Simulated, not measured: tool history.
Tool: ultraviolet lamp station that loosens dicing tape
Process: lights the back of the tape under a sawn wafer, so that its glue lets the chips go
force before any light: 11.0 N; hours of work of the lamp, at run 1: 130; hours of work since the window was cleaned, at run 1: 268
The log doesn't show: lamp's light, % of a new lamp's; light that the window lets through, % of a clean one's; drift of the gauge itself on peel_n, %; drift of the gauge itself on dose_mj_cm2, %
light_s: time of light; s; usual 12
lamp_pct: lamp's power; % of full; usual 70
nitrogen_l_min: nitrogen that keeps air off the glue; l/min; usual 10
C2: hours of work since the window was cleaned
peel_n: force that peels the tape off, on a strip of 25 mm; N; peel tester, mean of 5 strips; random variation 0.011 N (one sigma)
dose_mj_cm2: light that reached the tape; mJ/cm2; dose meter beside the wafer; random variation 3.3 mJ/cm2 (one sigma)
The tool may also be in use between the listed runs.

{"run": 1, "hour": 0.0, "light_s": 12, "lamp_pct": 70, "nitrogen_l_min": 10, "hours of work of the lamp": 130, "C2": 268, "peel_n": 0.773, "dose_mj_cm2": 452}
{"run": 2, "hour": 5.4, "light_s": 12, "lamp_pct": 70, "nitrogen_l_min": 10, "hours of work of the lamp": 133, "C2": 271, "peel_n": 0.741, "dose_mj_cm2": 452}
{"run": 3, "hour": 13.8, "light_s": 12, "lamp_pct": 70, "nitrogen_l_min": 10, "hours of work of the lamp": 138, "C2": 276, "peel_n": 0.728, "dose_mj_cm2": 449}
{"run": 4, "hour": 20.6, "light_s": 12, "lamp_pct": 62, "nitrogen_l_min": 10, "hours of work of the lamp": 142, "C2": 280, "peel_n": 0.976, "dose_mj_cm2": 394}
{"run": 5, "hour": 27.1, "light_s": 12, "lamp_pct": 62, "nitrogen_l_min": 10, "hours of work of the lamp": 146, "C2": 284, "peel_n": 1.04, "dose_mj_cm2": 392}
{"run": 6, "hour": 32.8, "light_s": 12, "lamp_pct": 62, "nitrogen_l_min": 10, "hours of work of the lamp": 149, "C2": 287, "peel_n": 1.015, "dose_mj_cm2": 394}
{"run": 7, "hour": 38.2, "light_s": 12, "lamp_pct": 62, "nitrogen_l_min": 10, "hours of work of the lamp": 152, "C2": 291, "peel_n": 0.979, "dose_mj_cm2": 396}
{"run": 8, "hour": 44.3, "light_s": 12, "lamp_pct": 62, "nitrogen_l_min": 10, "hours of work of the lamp": 156, "C2": 294, "peel_n": 1.015, "dose_mj_cm2": 393}
{"run": 9, "hour": 49.2, "light_s": 12, "lamp_pct": 62, "nitrogen_l_min": 10, "hours of work of the lamp": 159, "C2": 297, "peel_n": 1.001, "dose_mj_cm2": 389}
{"run": 10, "hour": 54.7, "light_s": 12, "lamp_pct": 70, "nitrogen_l_min": 10, "hours of work of the lamp": 162, "C2": 300, "peel_n": 0.758, "dose_mj_cm2": 440}
{"run": 11, "hour": 62.4, "light_s": 12, "lamp_pct": 70, "nitrogen_l_min": 10, "hours of work of the lamp": 167, "C2": 305, "peel_n": 0.774, "dose_mj_cm2": 435}
{"run": 12, "hour": 66.2, "light_s": 12, "lamp_pct": 70, "nitrogen_l_min": 10, "hours of work of the lamp": 169, "C2": 307, "peel_n": 0.76, "dose_mj_cm2": 441}
{"run": 13, "hour": 73.8, "light_s": 12, "lamp_pct": 70, "nitrogen_l_min": 10, "hours of work of the lamp": 173, "C2": 311, "peel_n": 0.781, "dose_mj_cm2": 440}
{"run": 14, "hour": 83.1, "light_s": 12, "lamp_pct": 70, "nitrogen_l_min": 10, "hours of work of the lamp": 179, "C2": 317, "peel_n": 0.777, "dose_mj_cm2": 440}
{"run": 15, "hour": 88.6, "light_s": 12, "lamp_pct": 70, "nitrogen_l_min": 10, "hours of work of the lamp": 182, "C2": 320, "peel_n": 0.764, "dose_mj_cm2": 436}
{"run": 16, "hour": 93.7, "light_s": 12, "lamp_pct": 70, "nitrogen_l_min": 10, "hours of work of the lamp": 185, "C2": 323, "peel_n": 0.746, "dose_mj_cm2": 436}
{"run": 17, "hour": 98.0, "light_s": 12, "lamp_pct": 70, "nitrogen_l_min": 10, "hours of work of the lamp": 187, "C2": 325, "peel_n": 0.809, "dose_mj_cm2": 438}
{"hour": 102.1, "done": "window cleaned of glue's vapour"}
{"run": 18, "hour": 107.4, "light_s": 12, "lamp_pct": 70, "nitrogen_l_min": 10, "hours of work of the lamp": 193, "C2": 3, "peel_n": 0.588, "dose_mj_cm2": 475}
{"run": 19, "hour": 112.8, "light_s": 12, "lamp_pct": 70, "nitrogen_l_min": 10, "hours of work of the lamp": 196, "C2": 6, "peel_n": 0.604, "dose_mj_cm2": 488}
{"run": 20, "hour": 119.9, "light_s": 12, "lamp_pct": 70, "nitrogen_l_min": 10, "hours of work of the lamp": 200, "C2": 10, "peel_n": 0.61, "dose_mj_cm2": 482}
{"run": 21, "hour": 124.1, "light_s": 12, "lamp_pct": 70, "nitrogen_l_min": 10, "hours of work of the lamp": 202, "C2": 13, "peel_n": 0.628, "dose_mj_cm2": 483}
{"run": 22, "hour": 129.1, "light_s": 12, "lamp_pct": 70, "nitrogen_l_min": 10, "hours of work of the lamp": 205, "C2": 16, "peel_n": 0.638, "dose_mj_cm2": 483}
{"run": 23, "hour": 133.2, "light_s": 12, "lamp_pct": 97, "nitrogen_l_min": 10, "hours of work of the lamp": 208, "C2": 18, "peel_n": 0.243, "dose_mj_cm2": 673}
{"run": 24, "hour": 139.9, "light_s": 9, "lamp_pct": 86, "nitrogen_l_min": 10, "hours of work of the lamp": 212, "C2": 22, "peel_n": 0.76, "dose_mj_cm2": 437}
{"run": 25, "hour": 148.9, "light_s": 8, "lamp_pct": 92, "nitrogen_l_min": 5, "hours of work of the lamp": 217, "C2": 27, "peel_n": 1.314, "dose_mj_cm2": 415}
{"run": 26, "hour": 154.6, "light_s": 15, "lamp_pct": 66, "nitrogen_l_min": 10, "hours of work of the lamp": 220, "C2": 31, "peel_n": 0.423, "dose_mj_cm2": 565}

The next listed run, before its measurement:
{"run": 27, "hour": 158.8, "light_s": 7, "lamp_pct": 62, "nitrogen_l_min": 3, "hours of work of the lamp": 223, "C2": 33, "peel_n": "?", "dose_mj_cm2": "?"}

peel_n: 3.779 N
dose_mj_cm2: 245 mJ/cm2
Without the tool's hidden state the same run would have given peel_n 3.450 N, dose_mj_cm2 266 mJ/cm2.
